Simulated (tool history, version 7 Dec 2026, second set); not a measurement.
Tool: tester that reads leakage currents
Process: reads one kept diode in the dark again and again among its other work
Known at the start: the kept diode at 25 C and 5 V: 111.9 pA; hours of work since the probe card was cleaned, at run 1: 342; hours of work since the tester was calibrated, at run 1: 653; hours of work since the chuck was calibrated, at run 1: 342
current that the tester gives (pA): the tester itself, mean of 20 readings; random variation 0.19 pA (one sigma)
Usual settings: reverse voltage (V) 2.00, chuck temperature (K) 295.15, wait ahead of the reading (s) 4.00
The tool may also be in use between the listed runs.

run	hour	reverse voltage (V)	chuck temperature (K)	wait ahead of the reading (s)	hours of work since the probe card was cleaned	hours of work since the tester was calibrated	hours of work since the chuck was calibrated	current that the tester gives (pA)
1	0.0	2.00	295.15	4.00	342	653	342	54.23
2	52.8	2.00	295.15	4.00	374	686	374	54.10
3	94.0	2.00	295.15	4.00	399	711	399	53.35
4	168.0	2.00	295.15	4.00	445	757	445	52.79
5	222.0	2.00	295.15	4.00	478	790	478	52.14
6	270.0	2.00	306.15	4.00	507	819	507	127.99
7	309.5	2.00	306.15	4.00	532	843	532	127.91
# hour 320.5: chuck's temperature calibrated
8	372.6	2.00	295.15	4.00	569	881	32	61.04
9	449.4	2.00	295.15	4.00	616	928	79	60.13
10	485.9	2.00	295.15	4.00	639	950	102	60.24
11	548.9	3.28	295.15	4.00	677	989	140	73.23
12	621.6	3.28	295.15	4.00	722	1034	185	72.83
13	676.2	3.28	295.15	4.00	755	1067	218	71.83
14	751.7	2.00	309.15	4.00	802	1113	265	176.51
15	798.2	2.00	295.15	4.00	830	1142	293	57.22
16	840.8	2.00	295.15	4.00	856	1168	319	56.45
17	901.1	2.00	295.15	0.76	893	1205	356	56.31
18	934.0	2.00	295.15	4.00	914	1225	377	55.75
19	980.9	2.00	295.15	4.00	942	1254	405	55.09
20	1058.2	2.00	314.15	4.00	990	1302	453	247.04
21	1118.8	2.00	314.15	4.00	1027	1339	490	244.44
22	1158.6	2.00	295.15	2.55	1051	1363	514	53.86
# hour 1195.3: chuck's temperature calibrated
23	1213.5	1.81	307.15	6.27	1084	1396	11	154.90
24	1260.1	5.28	296.15	0.40	1113	1424	40	105.79
25	1333.6	1.91	296.15	1.14	1158	1469	85	64.78
26	1404.9	1.91	296.15	1.14	1201	1513	129	64.36
27	1451.5	16.44	295.15	1.64	1230	1542	157	160.80
28	1518.5	2.86	311.15	1.32	1271	1583	198	243.68
29	1589.8	2.00	299.15	0.64	1315	1627	242	81.52
30	1665.7	7.35	315.15	1.78	1361	1673	289	480.34
31	1742.6	7.35	315.15	1.78	1409	1720	336	474.58
32	1807.3	2.00	295.15	0.72	1448	1760	376	56.93
33	1865.5	7.96	300.15	0.72	1484	1796	411	157.06
34	1904.9	7.96	300.15	0.72	1508	1820	435	157.47
35	1972.7	7.96	300.15	0.72	1550	1862	477	155.60
36	2049.8	12.32	300.15	0.47	1597	1909	524	192.28
# hour 2070.1: chuck's temperature calibrated
37	2130.4	1.42	300.15	6.52	1645	1957	37	80.42
38	2186.5	1.42	300.15	6.52	1680	1992	71	79.84
39	2237.5	1.42	300.15	6.52	1711	2023	103	79.20

4 ways to go on from here, each from the tool as it stands after run 39. What would each give?
A	2284.4	2.00	303.15	4.00	1740	2052	132	?
B	2284.4	2.13	307.15	2.20	1740	2052	132	?
C	2284.4	2.00	295.15	1.45	1740	2052	132	?
D	2284.4	1.42	312.15	6.52	1740	2052	132	?

run	current that the tester gives (pA)
A	115.72
B	162.33
C	61.54
D	200.47
Without the tool's hidden state the same runs would have given:
run	current that the tester gives (pA)
A	116.45
B	164.63
C	60.05
D	205.67
